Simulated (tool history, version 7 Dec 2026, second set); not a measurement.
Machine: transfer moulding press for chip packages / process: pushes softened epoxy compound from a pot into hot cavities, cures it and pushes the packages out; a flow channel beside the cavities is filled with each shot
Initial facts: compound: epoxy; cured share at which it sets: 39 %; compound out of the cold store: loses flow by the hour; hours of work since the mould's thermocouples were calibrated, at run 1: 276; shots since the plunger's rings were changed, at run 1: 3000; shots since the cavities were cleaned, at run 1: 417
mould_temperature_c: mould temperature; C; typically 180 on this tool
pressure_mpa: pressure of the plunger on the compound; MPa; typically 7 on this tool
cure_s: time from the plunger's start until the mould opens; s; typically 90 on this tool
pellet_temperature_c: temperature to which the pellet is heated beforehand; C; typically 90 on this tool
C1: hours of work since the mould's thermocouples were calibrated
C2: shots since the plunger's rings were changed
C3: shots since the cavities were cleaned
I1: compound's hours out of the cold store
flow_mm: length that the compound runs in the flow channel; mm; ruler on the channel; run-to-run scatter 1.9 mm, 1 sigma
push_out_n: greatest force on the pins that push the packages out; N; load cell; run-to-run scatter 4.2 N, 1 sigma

run 1 day=0 | mould_temperature_c=180 pressure_mpa=7 cure_s=90 pellet_temperature_c=90 | C1=276 C2=3000 C3=417 | I1=13.5 | flow_mm=941 push_out_n=310
-- day=0.746 plunger's sealing rings changed
-- day=0.975 cavities cleaned with cleaning compound and waxed
run 2 day=2.058 | mould_temperature_c=180 pressure_mpa=6.93 cure_s=90 pellet_temperature_c=90 | C1=306 C2=360 C3=312 | I1=23.4 | flow_mm=950 push_out_n=368
-- day=3.338 cavities cleaned with cleaning compound and waxed
run 3 day=4.888 | mould_temperature_c=180 pressure_mpa=7 cure_s=90 pellet_temperature_c=90 | C1=350 C2=1159 C3=447 | I1=27.3 | flow_mm=938 push_out_n=303
-- day=5.596 cavities cleaned with cleaning compound and waxed
-- day=6.329 cavities cleaned with cleaning compound and waxed, once more
run 4 day=6.808 | mould_temperature_c=180 pressure_mpa=7 cure_s=90 pellet_temperature_c=90 | C1=379 C2=1678 C3=139 | I1=11.6 | flow_mm=961 push_out_n=277
-- day=8.771 cavities cleaned with cleaning compound and waxed
run 5 day=9.588 | mould_temperature_c=180 pressure_mpa=7 cure_s=90 pellet_temperature_c=81 | C1=423 C2=2463 C3=237 | I1=37.7 | flow_mm=900 push_out_n=278
-- day=11.075 cavities cleaned with cleaning compound and waxed
-- day=12.088 plunger's sealing rings changed
run 6 day=12.088 | mould_temperature_c=180 pressure_mpa=7 cure_s=90 pellet_temperature_c=81 | C1=460 C2=0 C3=263 | I1=19.2 | flow_mm=966 push_out_n=307
-- day=13.379 cavities cleaned with cleaning compound and waxed
run 7 day=13.821 | mould_temperature_c=180 pressure_mpa=7 cure_s=90 pellet_temperature_c=81 | C1=487 C2=482 C3=127 | I1=32.3 | flow_mm=939 push_out_n=263
-- day=15.658 cavities cleaned with cleaning compound and waxed
run 8 day=17.2 | mould_temperature_c=180 pressure_mpa=7 cure_s=90 pellet_temperature_c=81 | C1=540 C2=1440 C3=446 | I1=16 | flow_mm=955 push_out_n=325
-- day=17.975 cavities cleaned with cleaning compound and waxed
run 9 day=19.392 | mould_temperature_c=180 pressure_mpa=7 cure_s=90 pellet_temperature_c=81 | C1=574 C2=2054 C3=409 | I1=15.1 | flow_mm=950 push_out_n=323
-- day=20.25 cavities cleaned with cleaning compound and waxed
-- day=22.517 cavities cleaned with cleaning compound and waxed
run 10 day=22.529 | mould_temperature_c=180 pressure_mpa=7 cure_s=90 pellet_temperature_c=90 | C1=622 C2=2924 C3=4 | I1=8.1 | flow_mm=949 push_out_n=263
-- day=23.325 plunger's sealing rings changed
-- day=24.9 cavities cleaned with cleaning compound and waxed
run 11 day=25.2 | mould_temperature_c=174 pressure_mpa=8.4 cure_s=90 pellet_temperature_c=99 | C1=662 C2=524 C3=87 | I1=34.3 | flow_mm=1048 push_out_n=404
-- day=25.983 mould's thermocouples calibrated
-- day=27.204 cavities cleaned with cleaning compound and waxed
run 12 day=28.667 | mould_temperature_c=174 pressure_mpa=8.4 cure_s=90 pellet_temperature_c=99 | C1=42 C2=1483 C3=423 | I1=18.4 | flow_mm=1063 push_out_n=443
-- day=29.454 cavities cleaned with cleaning compound and waxed
run 13 day=30.446 | mould_temperature_c=180 pressure_mpa=7 cure_s=101 pellet_temperature_c=97 | C1=69 C2=1979 C3=287 | I1=21.1 | flow_mm=934 push_out_n=227
-- day=31.788 cavities cleaned with cleaning compound and waxed
run 14 day=32.071 | mould_temperature_c=180 pressure_mpa=7 cure_s=126 pellet_temperature_c=97 | C1=94 C2=2430 C3=83 | I1=9.5 | flow_mm=952 push_out_n=176
-- day=34.1 cavities cleaned with cleaning compound and waxed
run 15 day=34.104 | mould_temperature_c=182 pressure_mpa=5.31 cure_s=126 pellet_temperature_c=100 | C1=126 C2=2999 C3=1 | I1=33.8 | flow_mm=777 push_out_n=168
-- day=34.796 plunger's sealing rings changed
run 16 day=35.858 | mould_temperature_c=180 pressure_mpa=7 cure_s=71 pellet_temperature_c=90 | C1=152 C2=307 C3=477 | I1=38.5 | flow_mm=926 push_out_n=502
-- day=36.425 cavities cleaned with cleaning compound and waxed
-- day=38.804 cavities cleaned with cleaning compound and waxed
run 17 day=39.296 | mould_temperature_c=180 pressure_mpa=8.58 cure_s=90 pellet_temperature_c=84 | C1=205 C2=1263 C3=142 | I1=36.3 | flow_mm=1016 push_out_n=256
-- day=41.062 cavities cleaned with cleaning compound and waxed
run 18 day=42.175 | mould_temperature_c=184 pressure_mpa=8.58 cure_s=90 pellet_temperature_c=84 | C1=251 C2=2077 C3=322 | I1=45 | flow_mm=979 push_out_n=233
-- day=43.421 cavities cleaned with cleaning compound and waxed
run 19 day=45.496 | mould_temperature_c=184 pressure_mpa=8.58 cure_s=90 pellet_temperature_c=84 | C1=303 C2=3018 C3=600 | I1=17.7 | flow_mm=1016 push_out_n=253
-- day=45.846 cavities cleaned with cleaning compound and waxed
-- day=46.183 plunger's sealing rings changed
run 20 day=47.167 | mould_temperature_c=174 pressure_mpa=8.58 cure_s=90 pellet_temperature_c=84 | C1=327 C2=284 C3=351 | I1=14.2 | flow_mm=1099 push_out_n=500

What if the next run were any one of these 3? Each begins from the tool's condition after run 20:
-- day=48.142 cavities cleaned with cleaning compound and waxed
run A day=50.15 | mould_temperature_c=174 pressure_mpa=6.23 cure_s=90 pellet_temperature_c=90 | C1=374 C2=1127 C3=579 | I1=30.9 | flow_mm=? push_out_n=?
-- day=48.142 cavities cleaned with cleaning compound and waxed
run B day=50.15 | mould_temperature_c=182 pressure_mpa=8.58 cure_s=90 pellet_temperature_c=88 | C1=374 C2=1127 C3=579 | I1=39 | flow_mm=? push_out_n=?
-- day=48.142 cavities cleaned with cleaning compound and waxed
run C day=50.15 | mould_temperature_c=181 pressure_mpa=8.58 cure_s=79 pellet_temperature_c=85 | C1=374 C2=1127 C3=579 | I1=12.3 | flow_mm=? push_out_n=?

run=A flow_mm=890 push_out_n=481
run=B flow_mm=1003 push_out_n=274
run=C flow_mm=1061 push_out_n=397
What these runs would have given with no unlogged condition in the tool:
run=A flow_mm=907 push_out_n=366
run=B flow_mm=1022 push_out_n=209
run=C flow_mm=1082 push_out_n=300

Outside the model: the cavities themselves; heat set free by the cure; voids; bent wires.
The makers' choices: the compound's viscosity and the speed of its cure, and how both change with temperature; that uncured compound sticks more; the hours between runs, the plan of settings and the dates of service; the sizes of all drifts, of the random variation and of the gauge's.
